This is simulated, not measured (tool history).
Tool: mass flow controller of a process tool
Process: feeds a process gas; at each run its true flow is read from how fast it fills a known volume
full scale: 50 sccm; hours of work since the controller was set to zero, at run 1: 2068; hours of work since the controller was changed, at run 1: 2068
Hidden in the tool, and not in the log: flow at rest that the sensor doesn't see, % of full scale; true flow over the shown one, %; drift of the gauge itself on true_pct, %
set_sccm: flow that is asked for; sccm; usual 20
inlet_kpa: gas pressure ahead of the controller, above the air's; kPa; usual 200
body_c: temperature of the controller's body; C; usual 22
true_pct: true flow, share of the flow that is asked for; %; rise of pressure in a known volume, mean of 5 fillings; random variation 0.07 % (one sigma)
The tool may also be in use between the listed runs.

run,hour,set_sccm,inlet_kpa,body_c,hours of work since the controller was set to zero,hours of work since the controller was changed,true_pct
1,0.0,20,200,22,2068,2068,99.00
2,107.7,20,200,22,2149,2149,98.77
3,165.7,20,200,22,2193,2193,98.72
4,258.4,32,200,22,2262,2262,99.00
5,312.0,32,200,22,2303,2303,99.10
6,362.5,32,200,22,2341,2341,98.92
7,456.5,20,200,22,2412,2412,98.37
8,529.2,20,160,22,2466,2466,98.49
9,610.9,20,160,22,2528,2528,98.28
10,687.6,20,160,22,2586,2586,98.25
11,748.0,20,160,22,2631,2631,98.19
12,850.9,20,160,22,2709,2709,98.11
13,902.8,20,160,22,2748,2748,97.84
14,948.2,20,200,22,2782,2782,97.73
15,1001.8,20,200,22,2822,2822,97.69
16,1083.9,20,200,22,2884,2884,97.58
17,1176.4,20,200,22,2954,2954,97.28
18,1250.2,20,200,22,3009,3009,97.21
19,1307.9,20,200,22,3053,3053,97.24
20,1394.5,20,200,22,3118,3118,97.23
21,1468.5,20,200,22,3174,3174,97.02
22,1518.9,20,200,26,3211,3211,96.67
23,1614.0,20,200,26,3283,3283,96.40
24,1663.7,33,200,26,3320,3320,96.94
# hour 1720.5: gauge calibrated
25,1741.9,5,159,38,3379,3379,96.90

The next listed run, before its measurement:
26,1788.4,20,228,24,3414,3414,?

{"run 26": {"true_pct": 98.54}}
Without the tool's hidden state the same run would have given true_pct 98.61 %.
